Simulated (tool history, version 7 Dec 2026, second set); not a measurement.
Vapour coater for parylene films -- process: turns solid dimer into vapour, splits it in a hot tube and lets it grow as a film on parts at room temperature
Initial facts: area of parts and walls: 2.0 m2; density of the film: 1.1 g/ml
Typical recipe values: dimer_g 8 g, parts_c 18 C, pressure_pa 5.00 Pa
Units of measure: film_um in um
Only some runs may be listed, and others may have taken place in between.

{"run": 1, "hour": 0.0, "dimer_g": 8, "parts_c": 18, "pressure_pa": 5.0, "film_um": 1.86}
{"run": 2, "hour": 31.0, "dimer_g": 8, "parts_c": 18, "pressure_pa": 5.0, "film_um": 1.88}
{"run": 3, "hour": 73.5, "dimer_g": 8, "parts_c": 18, "pressure_pa": 5.0, "film_um": 1.83}
{"run": 4, "hour": 115.9, "dimer_g": 8, "parts_c": 27, "pressure_pa": 5.0, "film_um": 1.43}
{"run": 5, "hour": 142.0, "dimer_g": 9, "parts_c": 18, "pressure_pa": 5.0, "film_um": 2.01}
{"run": 6, "hour": 185.0, "dimer_g": 9, "parts_c": 18, "pressure_pa": 5.0, "film_um": 2.05}
{"hour": 233.4, "done": "trap's valve overhauled"}
{"run": 7, "hour": 233.4, "dimer_g": 8, "parts_c": 22, "pressure_pa": 5.0, "film_um": 1.77}
{"run": 8, "hour": 265.7, "dimer_g": 8, "parts_c": 22, "pressure_pa": 5.0, "film_um": 1.77}
{"run": 9, "hour": 289.1, "dimer_g": 8, "parts_c": 22, "pressure_pa": 5.0, "film_um": 1.75}
{"run": 10, "hour": 316.9, "dimer_g": 5, "parts_c": 22, "pressure_pa": 5.0, "film_um": 1.1}
{"run": 11, "hour": 362.6, "dimer_g": 5, "parts_c": 22, "pressure_pa": 5.0, "film_um": 1.12}
{"run": 12, "hour": 382.8, "dimer_g": 7, "parts_c": 22, "pressure_pa": 7.23, "film_um": 1.41}
{"run": 13, "hour": 422.3, "dimer_g": 7, "parts_c": 14, "pressure_pa": 11.93, "film_um": 1.61}
{"run": 14, "hour": 452.5, "dimer_g": 7, "parts_c": 14, "pressure_pa": 11.93, "film_um": 1.62}
{"run": 15, "hour": 480.7, "dimer_g": 5, "parts_c": 27, "pressure_pa": 10.18, "film_um": 0.82}
{"run": 16, "hour": 518.7, "dimer_g": 9, "parts_c": 14, "pressure_pa": 5.95, "film_um": 2.33}
{"run": 17, "hour": 565.0, "dimer_g": 12, "parts_c": 14, "pressure_pa": 4.94, "film_um": 3.14}
{"run": 18, "hour": 596.3, "dimer_g": 12, "parts_c": 14, "pressure_pa": 4.94, "film_um": 3.09}
{"run": 19, "hour": 631.1, "dimer_g": 4, "parts_c": 13, "pressure_pa": 5.0, "film_um": 1.03}
{"run": 20, "hour": 668.1, "dimer_g": 4, "parts_c": 13, "pressure_pa": 5.0, "film_um": 1.09}

5 options for the next run, each taken on its own from the tool as it stands now. Forecast them:
{"run": "A", "hour": 710.7, "dimer_g": 11, "parts_c": 25, "pressure_pa": 5.0, "film_um": "?"}
{"run": "B", "hour": 710.7, "dimer_g": 5, "parts_c": 11, "pressure_pa": 5.0, "film_um": "?"}
{"run": "C", "hour": 710.7, "dimer_g": 4, "parts_c": 22, "pressure_pa": 5.0, "film_um": "?"}
{"run": "D", "hour": 710.7, "dimer_g": 3, "parts_c": 16, "pressure_pa": 6.5, "film_um": "?"}
{"run": "E", "hour": 710.7, "dimer_g": 9, "parts_c": 20, "pressure_pa": 4.45, "film_um": "?"}

run=A film_um=2.04
run=B film_um=1.40
run=C film_um=0.75
run=D film_um=0.67
run=E film_um=2.00
Stripped of hidden state, with their random variation kept, the same runs would have yielded:
run=A film_um=2.22
run=B film_um=1.52
run=C film_um=0.82
run=D film_um=0.73
run=E film_um=2.17
